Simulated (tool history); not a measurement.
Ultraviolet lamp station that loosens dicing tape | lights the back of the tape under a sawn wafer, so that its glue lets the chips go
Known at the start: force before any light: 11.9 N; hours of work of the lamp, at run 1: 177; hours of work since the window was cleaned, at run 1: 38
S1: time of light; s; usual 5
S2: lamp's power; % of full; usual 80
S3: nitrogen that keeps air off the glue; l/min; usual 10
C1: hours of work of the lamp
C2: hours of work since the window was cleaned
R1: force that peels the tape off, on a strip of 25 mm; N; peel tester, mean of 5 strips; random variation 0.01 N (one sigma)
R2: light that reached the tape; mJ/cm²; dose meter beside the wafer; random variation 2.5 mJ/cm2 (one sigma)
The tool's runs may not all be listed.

Run 1, hour 0.0: usual settings; C1 177; C2 38. Result: R1 0.515 N, R2 300 mJ/cm².
Run 2, hour 49.7: usual settings but S2 88 % of full; C1 216; C2 77. Result: R1 0.414 N, R2 317 mJ/cm².
Run 3, hour 99.5: usual settings but S1 7 s; C1 256; C2 116. Result: R1 0.293 N, R2 397 mJ/cm².
Run 4, hour 128.7: usual settings but S1 7 s; C1 279; C2 139. Result: R1 0.286 N, R2 394 mJ/cm².
Run 5, hour 158.7: usual settings but S1 7 s; C1 302; C2 163. Result: R1 0.276 N, R2 390 mJ/cm².
Run 6, hour 206.5: usual settings but S1 7 s; C1 340; C2 200. Result: R1 0.306 N, R2 388 mJ/cm².
Run 7, hour 259.7: usual settings; C1 381; C2 242. Result: R1 0.677 N, R2 267 mJ/cm².
Run 8, hour 293.0: usual settings but S2 60 % of full; C1 407; C2 268. Result: R1 1.306 N, R2 202 mJ/cm².
Run 9, hour 325.0: usual settings but S2 60 % of full; C1 433; C2 293. Result: R1 1.339 N, R2 193 mJ/cm².
Run 10, hour 379.1: usual settings; C1 475; C2 336. Result: R1 0.697 N, R2 259 mJ/cm².
Run 11, hour 419.9: usual settings; C1 507; C2 368. Result: R1 0.740 N, R2 251 mJ/cm².
Run 12, hour 465.2: usual settings but S2 87 % of full; C1 543; C2 403. Result: R1 0.634 N, R2 272 mJ/cm².
Run 13, hour 495.9: usual settings but S2 87 % of full, S3 5 l/min; C1 567; C2 427. Result: R1 0.967 N, R2 265 mJ/cm².
Run 14, hour 549.9: usual settings but S2 87 % of full, S3 5 l/min; C1 609; C2 470. Result: R1 0.972 N, R2 261 mJ/cm².
Run 15, hour 610.0: usual settings but S2 87 % of full, S3 5 l/min; C1 656; C2 517. Result: R1 1.071 N, R2 256 mJ/cm².
Run 16, hour 650.2: usual settings; C1 688; C2 548. Result: R1 0.930 N, R2 227 mJ/cm².
At hour 686.5: window cleaned of glue's vapour.
Run 17, hour 700.6: usual settings; C1 727; C2 11. Result: R1 0.677 N, R2 265 mJ/cm².
Run 18, hour 743.9: usual settings; C1 761; C2 45. Result: R1 0.715 N, R2 256 mJ/cm².
Run 19, hour 805.0: usual settings; C1 809; C2 93. Result: R1 0.761 N, R2 252 mJ/cm².
Run 20, hour 867.4: usual settings; C1 858; C2 142. Result: R1 0.770 N, R2 247 mJ/cm².
Run 21, hour 907.4: usual settings; C1 889; C2 173. Result: R1 0.853 N, R2 239 mJ/cm².
Run 22, hour 934.5: usual settings; C1 911; C2 195. Result: R1 0.863 N, R2 240 mJ/cm².
Run 23, hour 991.8: usual settings but S1 6 s, S2 67 % of full, S3 17 l/min; C1 956; C2 240. Result: R1 0.713 N, R2 237 mJ/cm².
Run 24, hour 1046.8: usual settings but S1 6 s, S2 67 % of full, S3 17 l/min; C1 999; C2 283. Result: R1 0.715 N, R2 227 mJ/cm².
Run 25, hour 1094.3: usual settings but S1 6 s, S2 62 % of full, S3 15 l/min; C1 1036; C2 320. Result: R1 1.002 N, R2 207 mJ/cm².
Run 26, hour 1121.9: usual settings but S1 4 s; C1 1058; C2 342. Result: R1 1.556 N, R2 175 mJ/cm².
Run 27, hour 1170.5: usual settings but S1 7 s, S2 64 % of full, S3 4 l/min; C1 1096; C2 380. Result: R1 1.376 N, R2 246 mJ/cm².
Run 28, hour 1205.5: usual settings but S2 81 % of full, S3 4 l/min; C1 1123; C2 407. Result: R1 1.614 N, R2 215 mJ/cm².
Run 29, hour 1235.9: usual settings but S1 3 s, S2 83 % of full, S3 4 l/min; C1 1147; C2 431. Result: R1 3.396 N, R2 129 mJ/cm².
Run 30, hour 1282.8: usual settings but S1 3 s, S2 83 % of full, S3 4 l/min; C1 1184; C2 468. Result: R1 3.507 N, R2 127 mJ/cm².
Run 31, hour 1324.3: usual settings but S1 3 s, S2 83 % of full, S3 4 l/min; C1 1217; C2 501. Result: R1 3.835 N, R2 125 mJ/cm².
Run 32, hour 1367.3: usual settings but S1 3 s, S2 83 % of full, S3 4 l/min; C1 1250; C2 534. Result: R1 3.771 N, R2 122 mJ/cm².
Run 33, hour 1395.4: usual settings but S1 9 s, S2 75 % of full, S3 17 l/min; C1 1272; C2 556. Result: R1 0.343 N, R2 330 mJ/cm².
At hour 1421.0: window cleaned of glue's vapour.
Run 34, hour 1428.0: usual settings but S1 9 s, S2 88 % of full, S3 3 l/min; C1 1298; C2 5. Result: R1 0.406 N, R2 450 mJ/cm².
Run 35, hour 1479.1: usual settings but S2 90 % of full, S3 3 l/min; C1 1338; C2 46. Result: R1 1.470 N, R2 252 mJ/cm².
Run 36, hour 1510.5: usual settings but S2 90 % of full, S3 3 l/min; C1 1362; C2 70. Result: R1 1.502 N, R2 244 mJ/cm².
Run 37, hour 1557.5: usual settings but S1 10 s, S2 89 % of full, S3 9 l/min; C1 1399; C2 107. Result: R1 0.245 N, R2 477 mJ/cm².
Run 38, hour 1606.2: usual settings but S3 16 l/min; C1 1438; C2 145. Result: R1 0.923 N, R2 207 mJ/cm².
Run 39, hour 1667.7: usual settings but S3 13 l/min; C1 1486; C2 194. Result: R1 1.089 N, R2 201 mJ/cm².
Run 40, hour 1717.2: usual settings but S1 3 s, S2 68 % of full, S3 3 l/min; C1 1525; C2 233. Result: R1 4.962 N, R2 99 mJ/cm².
Run 41, hour 1773.6: usual settings but S1 6 s, S2 68 % of full, S3 17 l/min; C1 1569; C2 277. Result: R1 1.041 N, R2 197 mJ/cm².
Run 42, hour 1824.1: usual settings but S2 71 % of full, S3 13 l/min; C1 1609; C2 316. Result: R1 1.534 N, R2 170 mJ/cm².
Run 43, hour 1874.6: usual settings but S2 71 % of full, S3 13 l/min; C1 1648; C2 356. Result: R1 1.691 N, R2 163 mJ/cm².

Forecast run 44:
At hour 1880.6: lamp changed.
Run 44, hour 1932.6: usual settings but S1 4 s, S2 75 % of full, S3 13 l/min; C1 41; C2 401. Result: R1 ?, R2 ?.

R1: 1.020 N
R2: 209 mJ/cm²
Without the tool's hidden state the same run would have given R1 0.774 N, R2 237 mJ/cm².
